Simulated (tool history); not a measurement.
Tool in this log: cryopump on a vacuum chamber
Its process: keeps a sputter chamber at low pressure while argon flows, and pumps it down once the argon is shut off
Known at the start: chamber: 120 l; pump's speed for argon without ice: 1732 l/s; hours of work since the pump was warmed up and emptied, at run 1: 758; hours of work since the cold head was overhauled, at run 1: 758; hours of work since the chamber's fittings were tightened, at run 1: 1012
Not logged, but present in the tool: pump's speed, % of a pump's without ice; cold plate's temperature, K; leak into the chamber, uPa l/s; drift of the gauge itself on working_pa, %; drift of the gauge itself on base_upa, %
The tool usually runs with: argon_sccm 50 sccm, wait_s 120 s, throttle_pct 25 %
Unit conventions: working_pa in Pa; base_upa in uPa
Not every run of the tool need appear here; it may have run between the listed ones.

run	day	argon_sccm	wait_s	throttle_pct	hours of work since the pump was warmed up and emptied	hours of work since the cold head was overhauled	hours of work since the chamber's fittings were tightened	working_pa	base_upa
1	0	50	120	25	758	758	1012	0.2162	1.6
# day 1.196: pump warmed up, emptied and cooled again
2	1.996	50	120	26	15	792	1046	0.1869	1.27
3	5.083	50	120	26	74	851	1105	0.1896	1.31
4	6.421	50	120	26	100	877	1131	0.1896	1.33
5	7.804	47	120	25	127	904	1158	0.1863	1.4
6	9.192	47	120	25	153	930	1184	0.1883	1.4
7	11.742	50	120	44	202	979	1233	0.1158	1.47
8	13.9	50	120	44	243	1020	1274	0.1157	1.52
9	15.308	50	120	44	270	1047	1301	0.1168	1.54
10	16.742	50	120	22	298	1075	1329	0.2294	1.58
11	19.85	50	120	22	357	1134	1388	0.2295	1.68
12	22.546	50	295	25	409	1186	1440	0.2046	1.63
13	25.038	50	295	25	457	1234	1488	0.2049	1.74
14	27.888	50	295	25	511	1288	1542	0.2071	1.78
15	29.312	50	120	25	539	1316	1570	0.2079	2.01
16	31.796	66	120	25	586	1363	1617	0.278	2.08
17	33.858	66	120	25	626	1403	1657	0.2772	2.09
# day 35.962: leaking fittings of the chamber tightened, without venting
18	35.962	35	278	32	664	1441	0	0.119	0.34
19	37.658	35	278	32	697	1474	33	0.1182	0.39
20	39.958	36	65	25	741	1518	77	0.1546	0.8
21	41.554	36	65	25	772	1549	107	0.1555	0.86
# day 42.046: pump warmed up, emptied and cooled again
22	44.121	47	120	32	40	1594	152	0.1461	0.52
23	45.642	47	120	32	69	1623	181	0.1462	0.58
24	48.558	23	20	17	125	1679	237	0.1333	1.87
25	50.108	50	120	28	154	1708	267	0.1788	0.66
26	51.488	50	120	47	181	1735	293	0.1089	0.66
27	53.538	50	120	47	220	1774	333	0.1081	0.75
28	55.267	50	120	47	253	1807	366	0.1096	0.73
29	56.638	47	120	25	280	1833	392	0.1884	0.77
30	58.296	45	87	25	311	1865	424	0.1815	0.93
31	59.629	22	182	47	337	1891	449	0.0491	0.76
32	62.592	22	182	47	394	1948	506	0.0503	0.84
33	65.817	22	182	47	455	2009	568	0.0493	0.88

Below are 5 alternative next runs, each starting from the tool's condition after run 33. Predict each:
A	67.862	40	61	31	495	2048	607	?	?
B	67.862	30	34	30	495	2048	607	?	?
C	67.862	54	120	25	495	2048	607	?	?
D	67.862	40	77	31	495	2048	607	?	?
E	67.862	50	24	25	495	2048	607	?	?

run	working_pa	base_upa
A	0.1347	1.34
B	0.1049	1.74
C	0.2223	1.04
D	0.1363	1.2
E	0.2064	2.02
Take away the tool's hidden state, keep each run's random variation, and the runs would have read:
run	working_pa	base_upa
A	0.1254	0.72
B	0.0979	1.1
C	0.2099	0.43
D	0.127	0.56
E	0.1948	1.41
